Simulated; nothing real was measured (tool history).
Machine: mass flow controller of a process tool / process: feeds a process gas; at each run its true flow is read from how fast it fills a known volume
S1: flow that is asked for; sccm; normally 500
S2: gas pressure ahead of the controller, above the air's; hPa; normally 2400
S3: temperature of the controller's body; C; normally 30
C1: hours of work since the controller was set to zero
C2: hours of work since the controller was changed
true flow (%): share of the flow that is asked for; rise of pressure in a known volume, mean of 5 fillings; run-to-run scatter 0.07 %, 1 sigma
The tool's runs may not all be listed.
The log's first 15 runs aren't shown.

{"run": 16, "hour": 5946.2, "S1": 658, "S2": 2400, "S3": 30, "C1": 2988, "C2": 2988, "true flow (%)": 98.16}
{"run": 17, "hour": 6257.4, "S1": 658, "S2": 2400, "S3": 30, "C1": 3131, "C2": 3131, "true flow (%)": 97.83}
{"run": 18, "hour": 6695.1, "S1": 658, "S2": 2400, "S3": 30, "C1": 3331, "C2": 3331, "true flow (%)": 97.7}
{"run": 19, "hour": 7056.1, "S1": 500, "S2": 2400, "S3": 30, "C1": 3496, "C2": 3496, "true flow (%)": 97.38}
{"run": 20, "hour": 7465.6, "S1": 500, "S2": 2400, "S3": 30, "C1": 3684, "C2": 3684, "true flow (%)": 97.31}
{"run": 21, "hour": 7930.3, "S1": 500, "S2": 2400, "S3": 30, "C1": 3896, "C2": 3896, "true flow (%)": 97.12}
{"run": 22, "hour": 8433.6, "S1": 500, "S2": 2400, "S3": 30, "C1": 4127, "C2": 4127, "true flow (%)": 96.99}
{"run": 23, "hour": 8761.7, "S1": 500, "S2": 2400, "S3": 30, "C1": 4277, "C2": 4277, "true flow (%)": 97.05}
{"run": 24, "hour": 9019.6, "S1": 500, "S2": 2400, "S3": 30, "C1": 4395, "C2": 4395, "true flow (%)": 97.01}
{"run": 25, "hour": 9496.2, "S1": 500, "S2": 2400, "S3": 30, "C1": 4613, "C2": 4613, "true flow (%)": 96.92}
{"run": 26, "hour": 9900.5, "S1": 500, "S2": 1530, "S3": 29, "C1": 4798, "C2": 4798, "true flow (%)": 96.73}
{"run": 27, "hour": 10205.6, "S1": 805, "S2": 1920, "S3": 36, "C1": 4937, "C2": 4937, "true flow (%)": 97.12}
{"run": 28, "hour": 10540.5, "S1": 805, "S2": 1920, "S3": 36, "C1": 5091, "C2": 5091, "true flow (%)": 96.9}
{"run": 29, "hour": 10922.0, "S1": 150, "S2": 2630, "S3": 33, "C1": 5265, "C2": 5265, "true flow (%)": 95.74}
{"run": 30, "hour": 11343.4, "S1": 437, "S2": 2360, "S3": 27, "C1": 5458, "C2": 5458, "true flow (%)": 96.51}
{"run": 31, "hour": 11719.3, "S1": 791, "S2": 2400, "S3": 27, "C1": 5630, "C2": 5630, "true flow (%)": 97.23}
{"run": 32, "hour": 12162.6, "S1": 206, "S2": 2070, "S3": 27, "C1": 5833, "C2": 5833, "true flow (%)": 95.75}
{"run": 33, "hour": 12459.2, "S1": 647, "S2": 1690, "S3": 38, "C1": 5969, "C2": 5969, "true flow (%)": 96.19}
{"hour": 12787.0, "done": "gauge calibrated"}
{"run": 34, "hour": 12922.2, "S1": 647, "S2": 1690, "S3": 38, "C1": 6180, "C2": 6180, "true flow (%)": 98.53}
{"run": 35, "hour": 13435.1, "S1": 647, "S2": 1690, "S3": 38, "C1": 6415, "C2": 6415, "true flow (%)": 98.57}
{"run": 36, "hour": 13658.9, "S1": 805, "S2": 1980, "S3": 33, "C1": 6518, "C2": 6518, "true flow (%)": 99.06}

Forecast run 37:
{"run": 37, "hour": 14093.5, "S1": 805, "S2": 1980, "S3": 33, "C1": 6716, "C2": 6716, "true flow (%)": "?"}

Run 37 produced true flow (%) 98.93.
If the tool had no hidden condition, the same run with the same run-to-run variation would have returned true flow (%) 99.19.
